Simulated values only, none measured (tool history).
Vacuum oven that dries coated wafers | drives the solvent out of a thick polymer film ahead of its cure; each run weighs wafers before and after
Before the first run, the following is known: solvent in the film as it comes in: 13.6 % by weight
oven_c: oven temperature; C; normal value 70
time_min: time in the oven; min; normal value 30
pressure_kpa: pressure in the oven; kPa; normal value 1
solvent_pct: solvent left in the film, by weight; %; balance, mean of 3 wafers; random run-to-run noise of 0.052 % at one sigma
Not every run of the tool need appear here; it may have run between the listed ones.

run    hour  oven_c  time_min  pressure_kpa  solvent_pct
  1       0      70        30             1         1.35
  2    98.3      70        30             1         1.36
  3   208.5      70        30             1         1.34
  4   315.8      70        30             1         1.43
  5   417.9      70        30             1          1.3
  6   468.3      70        17             1         2.73
  7   584.4      61        17             1         4.66
  8   658.3      70        30             1         1.36
  9   770.1      70        30             1         1.36
 10   848.5      70        22             1          1.9
 11   931.6      70        22             1         1.86
 12  1050.6      65        47          3.62         4.47
 13  1138.2      65        47          3.62          4.4
 14  1215.2      65        47          3.62         4.26
 15  1264.6      65        47          3.62         4.49
 16  1373.5      78        30             1         0.62
 17  1490.8      78        30             1         0.73
 18  1589.2      68        30             1         1.59
 19  1657.4      70        22          0.68         1.67
 20  1747.9      70        22          0.68         1.62

Put back what was entered between runs (2 entries, withheld): which listed runs does each sit between, and how does the hidden state differ from the listed run before to the listed run after?
Run 2 -> run 3: oven's thermocouples calibrated (hour 167.5)
  true wafer temperature over the reading, C: 0.09 -> 0.01; true pressure over the reading, kPa: 0.007 -> 0.008
Run 16 -> run 17: oven's thermocouples calibrated (hour 1425.5)
  true wafer temperature over the reading, C: 0.07 -> -0.01; true pressure over the reading, kPa: 0.02 -> 0.021
